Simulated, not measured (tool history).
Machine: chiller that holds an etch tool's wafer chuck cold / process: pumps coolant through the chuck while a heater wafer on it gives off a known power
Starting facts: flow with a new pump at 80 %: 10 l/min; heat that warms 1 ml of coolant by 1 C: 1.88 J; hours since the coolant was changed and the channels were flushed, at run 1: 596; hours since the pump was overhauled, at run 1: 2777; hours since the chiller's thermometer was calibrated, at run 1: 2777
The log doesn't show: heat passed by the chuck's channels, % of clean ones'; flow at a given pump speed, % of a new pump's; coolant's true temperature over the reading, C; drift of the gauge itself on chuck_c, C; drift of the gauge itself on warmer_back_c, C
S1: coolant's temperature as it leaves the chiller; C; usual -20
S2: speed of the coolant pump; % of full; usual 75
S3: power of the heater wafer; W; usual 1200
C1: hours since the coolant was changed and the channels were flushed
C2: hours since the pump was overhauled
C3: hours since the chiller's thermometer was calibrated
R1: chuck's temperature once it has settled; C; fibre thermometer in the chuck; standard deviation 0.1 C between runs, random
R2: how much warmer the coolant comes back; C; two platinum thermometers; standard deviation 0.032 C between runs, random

{"run": 1, "hour": 0.0, "S1": -20, "S2": 75, "S3": 1200, "C1": 596, "C2": 2777, "C3": 2777, "R1": -7.4, "R2": 4.1}
{"run": 2, "hour": 108.2, "S1": -29, "S2": 75, "S3": 1200, "C1": 704, "C2": 2885, "C3": 2885, "R1": -16.3, "R2": 4.04}
{"run": 3, "hour": 176.7, "S1": -29, "S2": 75, "S3": 1200, "C1": 773, "C2": 2953, "C3": 2953, "R1": -16.5, "R2": 4.02}
{"run": 4, "hour": 244.4, "S1": -20, "S2": 75, "S3": 1200, "C1": 841, "C2": 3021, "C3": 3021, "R1": -7.3, "R2": 4.04}
{"run": 5, "hour": 320.9, "S1": -15, "S2": 75, "S3": 1200, "C1": 917, "C2": 3098, "C3": 3098, "R1": -2.5, "R2": 4.0}
{"run": 6, "hour": 479.8, "S1": -23, "S2": 75, "S3": 1200, "C1": 1076, "C2": 3257, "C3": 3257, "R1": -10.3, "R2": 3.93}
{"run": 7, "hour": 579.7, "S1": -23, "S2": 75, "S3": 1200, "C1": 1176, "C2": 3356, "C3": 3356, "R1": -10.3, "R2": 3.96}
{"run": 8, "hour": 698.0, "S1": -23, "S2": 75, "S3": 1200, "C1": 1294, "C2": 3475, "C3": 3475, "R1": -10.3, "R2": 3.95}
{"run": 9, "hour": 770.8, "S1": -23, "S2": 75, "S3": 1200, "C1": 1367, "C2": 3548, "C3": 3548, "R1": -10.3, "R2": 3.92}
{"run": 10, "hour": 900.8, "S1": -23, "S2": 75, "S3": 1200, "C1": 1497, "C2": 3678, "C3": 3678, "R1": -10.4, "R2": 3.9}
{"run": 11, "hour": 1033.8, "S1": -23, "S2": 75, "S3": 1200, "C1": 1630, "C2": 3811, "C3": 3811, "R1": -10.5, "R2": 3.79}
{"run": 12, "hour": 1145.9, "S1": -23, "S2": 75, "S3": 1200, "C1": 1742, "C2": 3923, "C3": 3923, "R1": -10.3, "R2": 3.79}
{"run": 13, "hour": 1261.7, "S1": -28, "S2": 75, "S3": 1352, "C1": 1858, "C2": 4038, "C3": 4038, "R1": -13.8, "R2": 4.3}
{"hour": 1396.9, "done": "gauge calibrated"}
{"run": 14, "hour": 1411.9, "S1": -24, "S2": 75, "S3": 1566, "C1": 2008, "C2": 4189, "C3": 4189, "R1": -7.5, "R2": 5.27}
{"run": 15, "hour": 1564.5, "S1": -20, "S2": 75, "S3": 1356, "C1": 2161, "C2": 4341, "C3": 4341, "R1": -5.5, "R2": 4.59}
{"run": 16, "hour": 1654.4, "S1": -24, "S2": 82, "S3": 625, "C1": 2251, "C2": 4431, "C3": 4431, "R1": -17.9, "R2": 1.85}
{"run": 17, "hour": 1800.8, "S1": -24, "S2": 82, "S3": 625, "C1": 2397, "C2": 4577, "C3": 4577, "R1": -17.8, "R2": 1.84}
{"run": 18, "hour": 1872.0, "S1": -20, "S2": 70, "S3": 1207, "C1": 2468, "C2": 4649, "C3": 4649, "R1": -6.7, "R2": 4.28}
{"run": 19, "hour": 1957.8, "S1": -27, "S2": 93, "S3": 1718, "C1": 2554, "C2": 4734, "C3": 4734, "R1": -11.4, "R2": 4.65}

Hidden state or all else? Some run-to-run changes of R2, split into what the settings, what came in and random variation would give without the hidden state, and what is left for the hidden state (with any gauge scatter that isn't in both results):
Run 13 -> 14: S1 -28 -> -24, S3 1352 -> 1566, gauge calibrated. R2 +0.97 C: hidden state +0.28, all else +0.69.
Run 15 -> 16: S1 -20 -> -24, S2 75 -> 82, S3 1356 -> 625. R2 -2.74 C: hidden state -0.03, all else -2.71.
